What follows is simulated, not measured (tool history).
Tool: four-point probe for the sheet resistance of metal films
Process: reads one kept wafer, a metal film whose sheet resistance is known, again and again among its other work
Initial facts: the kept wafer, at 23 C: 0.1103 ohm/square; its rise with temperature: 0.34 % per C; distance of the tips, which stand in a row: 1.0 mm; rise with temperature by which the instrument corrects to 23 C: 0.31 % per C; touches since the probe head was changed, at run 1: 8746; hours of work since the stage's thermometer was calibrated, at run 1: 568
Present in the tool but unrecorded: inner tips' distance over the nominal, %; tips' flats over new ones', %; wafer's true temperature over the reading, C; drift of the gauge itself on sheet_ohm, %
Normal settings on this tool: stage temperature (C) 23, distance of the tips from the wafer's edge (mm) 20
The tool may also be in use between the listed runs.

run,hour,stage temperature (C),distance of the tips from the wafer's edge (mm),touches since the probe head was changed,hours of work since the stage's thermometer was calibrated,sheet resistance as the instrument gives it (ohm/square)
1,0,23,20,8746,568,0.111129
2,14.3,23,4,9388,577,0.11461
3,24.5,23,54,9845,583,0.110987
4,37.5,23,54,10433,591,0.110991
5,49.4,28,54,10966,598,0.111218
6,60.6,28,57,11466,604,0.111213
7,73.8,23,5,12060,612,0.11331
8,86.6,23,5,12637,620,0.113373
9,95.6,23,5,13040,625,0.113329
10,109.2,23,5,13649,634,0.113337
11,117.4,23,5,14020,639,0.113341
12,130.7,23,5,14616,646,0.113325
13,144.4,23,20,15230,655,0.111155
14,151.1,23,20,15532,659,0.111137
15,160.4,23,14,15951,664,0.111321
16,167.1,23,14,16251,668,0.111294
17,174.1,23,14,16565,672,0.111311
18,186.7,23,20,17131,680,0.111195
19,196.7,23,50,17581,686,0.111062
20,211.6,23,50,18251,695,0.111031
21,220.5,23,20,18650,700,0.111132
22,228.8,23,41,19024,705,0.111047
23,240.1,29,6,19531,712,0.112877
24,250.3,28,9,19986,718,0.111957
25,257.6,18,10,20315,722,0.111445
26,268.9,22,13,20822,729,0.111341
27,279.1,34,13,21281,735,0.111814
28,289.3,26,17,21741,742,0.111406
29,300.2,26,17,22231,748,0.111367
30,310.3,22,8,22683,754,0.111897
31,318.4,33,3,23045,759,0.11768
32,328.6,29,70,23504,765,0.111264
33,334.8,19,70,23781,769,0.110928
34,346.6,19,70,24312,776,0.110915
35,359.7,33,30,24903,784,0.111484
36,369.5,33,30,25343,790,0.1115
37,384.5,33,30,26016,799,0.111456
38,390.8,33,30,26297,802,0.111472
39,405.1,19,4,26939,811,0.114515
40,412.1,19,4,27255,815,0.114521
41,424.1,19,4,27796,822,0.114516
42,435.8,25,34,28318,829,0.111189
43,444.2,29,10,28698,834,0.111892
44,455.1,29,10,29185,841,0.111876

Selected run-to-run steps in sheet resistance as the instrument gives it (ohm/square), each split into two signed amounts: the part the tool would show with no hidden state at all (from settings, incoming material and random variation), and the remainder, which goes to the hidden state together with any gauge scatter not common to the measured and the hidden-state-free results:
Run 1 -> 2: distance of the tips from the wafer's edge (mm) 20 -> 4. sheet resistance as the instrument gives it (ohm/square) +0.003481: hidden state +0.000022, all else +0.003459.
Run 2 -> 3: distance of the tips from the wafer's edge (mm) 4 -> 54. sheet resistance as the instrument gives it (ohm/square) -0.003623: hidden state -0.000018, all else -0.003605.
Run 30 -> 31: stage temperature (C) 22 -> 33, distance of the tips from the wafer's edge (mm) 8 -> 3. sheet resistance as the instrument gives it (ohm/square) +0.005783: hidden state +0.000038, all else +0.005745.
Run 31 -> 32: stage temperature (C) 33 -> 29, distance of the tips from the wafer's edge (mm) 3 -> 70. sheet resistance as the instrument gives it (ohm/square) -0.006416: hidden state -0.000038, all else -0.006378.
